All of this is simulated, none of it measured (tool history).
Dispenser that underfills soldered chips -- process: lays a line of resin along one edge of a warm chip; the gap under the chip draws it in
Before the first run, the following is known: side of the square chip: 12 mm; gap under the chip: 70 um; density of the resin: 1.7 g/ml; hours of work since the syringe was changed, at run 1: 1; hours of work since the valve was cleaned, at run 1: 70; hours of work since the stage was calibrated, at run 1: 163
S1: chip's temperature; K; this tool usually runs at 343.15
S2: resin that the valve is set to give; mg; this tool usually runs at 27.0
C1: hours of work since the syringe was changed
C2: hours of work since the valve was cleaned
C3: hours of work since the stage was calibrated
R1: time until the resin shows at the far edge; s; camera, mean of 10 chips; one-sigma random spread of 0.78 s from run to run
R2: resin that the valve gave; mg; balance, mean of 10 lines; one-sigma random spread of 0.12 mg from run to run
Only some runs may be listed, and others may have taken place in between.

run	day	S1	S2	C1	C2	C3	R1	R2
1	0.000	343.15	27.0	1	70	163	81.1	25.35
# day 0.300: new syringe of resin
2	0.358	343.15	27.0	1	75	168	79.8	25.43
# day 0.654: new syringe of resin
3	0.775	343.15	27.0	2	81	175	83.5	25.34
# day 1.004: new syringe of resin
4	1.208	343.15	23.4	3	88	181	91.7	21.82
# day 1.354: new syringe of resin
5	1.588	343.15	27.0	4	94	187	89.3	25.06
# day 1.708: new syringe of resin
6	2.033	343.15	27.0	5	100	194	94.0	24.72
# day 2.100: new syringe of resin
# day 2.450: new syringe of resin
7	2.450	343.15	27.0	0	106	200	76.4	24.90
# day 2.804: new syringe of resin
8	2.804	343.15	29.5	0	112	205	76.3	26.98
9	3.108	343.15	27.6	5	116	210	96.8	25.17
# day 3.171: new syringe of resin
10	3.438	343.15	27.6	4	121	215	95.5	24.82
# day 3.558: new syringe of resin
11	3.758	343.15	27.6	3	126	219	89.5	24.86
# day 3.933: new syringe of resin
12	4.200	343.15	28.6	4	133	226	95.3	25.58
# day 4.308: new syringe of resin
# day 4.667: new syringe of resin
13	4.667	334.15	27.0	0	139	233	105.2	23.92
# day 5.038: new syringe of resin
# day 5.229: dispensing valve cleaned and set on the balance
14	5.229	334.15	27.0	2	0	241	117.2	27.18
# day 5.467: new syringe of resin
15	5.604	340.15	27.0	2	6	246	92.2	26.81
# day 5.825: new syringe of resin
# day 6.217: new syringe of resin
16	6.254	340.15	27.0	1	15	256	85.4	26.94
# day 6.579: new syringe of resin
17	6.775	343.15	27.0	3	23	264	88.0	26.69
# day 6.967: new syringe of resin
18	7.175	334.15	27.0	3	29	270	121.2	26.46
# day 7.329: new syringe of resin
# day 7.688: new syringe of resin
19	7.725	344.15	29.8	1	37	278	75.7	29.03
# day 8.083: new syringe of resin
20	8.379	357.15	28.6	5	47	288	60.5	27.52
# day 8.471: new syringe of resin
# day 8.846: new syringe of resin
21	8.938	353.15	28.7	1	55	296	60.7	27.55
# day 9.208: new syringe of resin
22	9.267	353.15	28.7	1	60	301	58.2	27.60
# day 9.562: new syringe of resin
23	9.750	358.15	31.7	3	68	308	54.1	30.06
# day 9.929: new syringe of resin
# day 10.283: new syringe of resin
24	10.425	328.15	23.9	2	78	318	147.9	22.44
# day 10.667: new syringe of resin
25	10.738	328.15	23.9	1	82	323	144.0	22.38
# day 11.050: new syringe of resin
26	11.329	341.15	30.5	4	91	332	102.7	28.26
# day 11.421: new syringe of resin
27	11.725	351.15	31.3	5	97	338	75.1	28.73
# day 11.779: new syringe of resin
# day 12.150: new syringe of resin
28	12.175	351.15	31.3	0	104	344	61.2	28.82
# day 12.521: new syringe of resin
29	12.521	355.15	30.3	0	109	349	53.1	27.61
# day 12.896: new syringe of resin
30	13.188	355.15	30.3	5	119	360	66.0	27.60
# day 13.246: new syringe of resin
# day 13.592: new syringe of resin
31	13.646	355.15	30.3	1	126	366	55.9	27.39
# day 13.938: new syringe of resin
32	14.250	332.15	23.4	5	135	375	150.5	21.09
# day 14.300: new syringe of resin
33	14.596	332.15	23.4	5	140	381	150.5	21.00

How would selected steps in R1 from run to run divide? Give the signed amount a tool lacking its hidden state would still show from settings, what came in and random variation, and the signed amount left for the hidden state, including any gauge scatter that is not in both of the compared results.
Hidden state at play: resin's viscosity, % of fresh resin's; dose that the valve gives, % of what is set; true chip temperature over the reading, C; drift of the gauge itself on fill_s, %; drift of the gauge itself on given_mg, %.
Run 8 -> 9: S2 29.5 -> 27.6. R1 +20.5 s: hidden state +19.7, all else +0.8.
Run 18 -> 19: S1 334.15 -> 344.15, S2 27.0 -> 29.8, new syringe of resin, new syringe of resin. R1 -45.5 s: hidden state -19.1, all else -26.4.
Run 23 -> 24: S1 358.15 -> 328.15, S2 31.7 -> 23.9, new syringe of resin, new syringe of resin. R1 +93.8 s: hidden state +15.5, all else +78.3.
Run 31 -> 32: S1 355.15 -> 332.15, S2 30.3 -> 23.4, new syringe of resin. R1 +94.6 s: hidden state +37.9, all else +56.7.
